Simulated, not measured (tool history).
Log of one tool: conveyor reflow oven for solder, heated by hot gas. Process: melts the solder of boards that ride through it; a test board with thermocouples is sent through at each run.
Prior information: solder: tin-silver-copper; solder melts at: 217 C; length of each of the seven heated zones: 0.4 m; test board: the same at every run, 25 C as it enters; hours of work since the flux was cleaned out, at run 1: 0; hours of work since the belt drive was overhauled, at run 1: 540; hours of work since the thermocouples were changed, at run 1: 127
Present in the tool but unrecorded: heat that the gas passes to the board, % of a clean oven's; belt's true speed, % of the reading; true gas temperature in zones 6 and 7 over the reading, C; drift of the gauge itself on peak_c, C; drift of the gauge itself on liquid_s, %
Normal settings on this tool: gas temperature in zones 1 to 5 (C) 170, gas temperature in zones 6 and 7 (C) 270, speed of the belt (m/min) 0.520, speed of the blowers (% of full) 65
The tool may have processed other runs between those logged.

run,day,gas temperature in zones 1 to 5 (C),gas temperature in zones 6 and 7 (C),speed of the belt (m/min),speed of the blowers (% of full),hours of work since the flux was cleaned out,hours of work since the belt drive was overhauled,hours of work since the thermocouples were changed,highest temperature of the board (C),time above the solder's melting point (s)
1,0.000,170,270,0.520,65,0,540,127,257.1,73.1
2,0.267,170,270,0.520,65,3,543,129,256.8,73.2
3,0.758,170,270,0.520,65,7,548,134,256.8,72.6
4,1.133,170,270,0.520,65,11,551,138,256.4,73.2
5,1.446,170,270,0.520,65,14,554,141,256.8,73.0
6,1.679,170,270,0.457,65,16,557,143,260.2,87.0
7,2.138,170,270,0.520,65,21,561,147,256.6,72.8
8,2.504,170,270,0.520,65,24,565,151,256.5,72.5
9,2.896,170,270,0.520,65,28,569,155,256.4,72.6
10,3.158,170,270,0.520,65,31,571,157,256.5,72.9
11,3.429,170,270,0.520,65,33,574,160,256.5,72.7
12,3.808,170,270,0.520,54,37,577,164,255.0,70.9
13,4.083,170,270,0.520,54,40,580,166,253.9,70.3
14,4.529,170,270,0.520,54,44,584,170,254.4,70.4
15,4.933,170,270,0.520,54,48,588,174,255.1,70.4
16,5.229,170,270,0.520,57,51,591,177,255.1,71.3
17,5.712,170,273,0.487,65,55,596,182,260.7,81.4
18,6.008,170,283,0.487,65,58,599,185,270.4,87.2
19,6.546,170,270,0.474,84,63,604,190,260.7,84.9
20,6.888,155,270,0.520,63,67,607,193,253.8,65.1
21,7.183,164,266,0.617,71,70,610,196,247.1,50.8
22,7.438,170,270,0.520,55,72,613,199,254.2,71.0
23,7.875,157,281,0.432,51,76,617,203,267.9,92.0
24,8.225,169,261,0.526,79,80,620,206,249.7,66.8
25,8.729,166,284,0.476,60,85,625,211,270.0,87.7
26,9.025,170,278,0.587,59,88,628,214,258.1,64.2
27,9.479,170,278,0.587,59,92,632,218,257.8,64.7
28,9.862,156,282,0.517,59,96,636,222,264.2,73.0
29,10.367,156,282,0.517,59,101,641,227,263.7,73.0
30,10.729,156,282,0.517,59,104,644,231,263.3,73.0
31,11.108,156,282,0.517,59,108,648,234,264.1,72.7

Alternative continuations, all from the tool just after run 31; predict every row:
A,11.646,168,270,0.490,59,113,653,239,?,?
B,11.646,156,282,0.483,59,113,653,239,?,?
C,11.646,170,260,0.520,65,113,653,239,?,?
D,11.646,176,282,0.601,59,113,653,239,?,?

run,highest temperature of the board (C),time above the solder's melting point (s)
A,256.2,76.4
B,265.9,80.5
C,246.4,64.3
D,261.6,66.5
The same runs, with their run-to-run variation unchanged, on a tool lacking any hidden condition would have given:
run,highest temperature of the board (C),time above the solder's melting point (s)
A,257.2,76.1
B,267.0,80.0
C,247.5,64.5
D,262.7,66.2
